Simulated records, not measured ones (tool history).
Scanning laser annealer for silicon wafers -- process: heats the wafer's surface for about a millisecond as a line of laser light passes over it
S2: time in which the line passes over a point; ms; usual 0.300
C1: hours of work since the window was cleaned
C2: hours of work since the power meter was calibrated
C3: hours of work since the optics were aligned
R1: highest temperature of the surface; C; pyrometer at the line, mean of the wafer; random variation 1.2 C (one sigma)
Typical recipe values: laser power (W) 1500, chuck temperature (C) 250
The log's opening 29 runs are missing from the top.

{"run": 30, "day": 38.842, "laser power (W)": 1596, "S2": 0.344, "chuck temperature (C)": 250, "C1": 299, "C2": 1871, "C3": 360, "R1": 1146}
{"run": 31, "day": 39.696, "laser power (W)": 1537, "S2": 0.332, "chuck temperature (C)": 286, "C1": 314, "C2": 1886, "C3": 375, "R1": 1134}
{"run": 32, "day": 40.467, "laser power (W)": 1537, "S2": 0.332, "chuck temperature (C)": 286, "C1": 327, "C2": 1900, "C3": 389, "R1": 1134}
{"run": 33, "day": 42.346, "laser power (W)": 1556, "S2": 0.328, "chuck temperature (C)": 239, "C1": 361, "C2": 1933, "C3": 422, "R1": 1089}
{"run": 34, "day": 43.196, "laser power (W)": 1556, "S2": 0.328, "chuck temperature (C)": 239, "C1": 375, "C2": 1948, "C3": 437, "R1": 1091}
{"run": 35, "day": 44.029, "laser power (W)": 1556, "S2": 0.328, "chuck temperature (C)": 239, "C1": 390, "C2": 1962, "C3": 451, "R1": 1089}
{"run": 36, "day": 45.008, "laser power (W)": 1556, "S2": 0.328, "chuck temperature (C)": 239, "C1": 407, "C2": 1979, "C3": 469, "R1": 1086}
{"run": 37, "day": 46.175, "laser power (W)": 1556, "S2": 0.253, "chuck temperature (C)": 216, "C1": 428, "C2": 2000, "C3": 489, "R1": 952}
{"run": 38, "day": 47.596, "laser power (W)": 1556, "S2": 0.253, "chuck temperature (C)": 216, "C1": 453, "C2": 2025, "C3": 514, "R1": 949}

5 ways to go on from here, each from the tool as it stands after run 38. What would each give?
{"run": "A", "day": 49.292, "laser power (W)": 1556, "S2": 0.253, "chuck temperature (C)": 243, "C1": 483, "C2": 2055, "C3": 544, "R1": "?"}
{"run": "B", "day": 49.292, "laser power (W)": 1469, "S2": 0.301, "chuck temperature (C)": 224, "C1": 483, "C2": 2055, "C3": 544, "R1": "?"}
{"run": "C", "day": 49.292, "laser power (W)": 1531, "S2": 0.373, "chuck temperature (C)": 226, "C1": 483, "C2": 2055, "C3": 544, "R1": "?"}
{"run": "D", "day": 49.292, "laser power (W)": 1482, "S2": 0.3, "chuck temperature (C)": 254, "C1": 483, "C2": 2055, "C3": 544, "R1": "?"}
{"run": "E", "day": 49.292, "laser power (W)": 1448, "S2": 0.275, "chuck temperature (C)": 234, "C1": 483, "C2": 2055, "C3": 544, "R1": "?"}

run=A R1=976
run=B R1=987
run=C R1=1120
run=D R1=1024
run=E R1=952
With no hidden state in the tool, these same runs would have given:
run=A R1=991
run=B R1=1003
run=C R1=1138
run=D R1=1040
run=E R1=967

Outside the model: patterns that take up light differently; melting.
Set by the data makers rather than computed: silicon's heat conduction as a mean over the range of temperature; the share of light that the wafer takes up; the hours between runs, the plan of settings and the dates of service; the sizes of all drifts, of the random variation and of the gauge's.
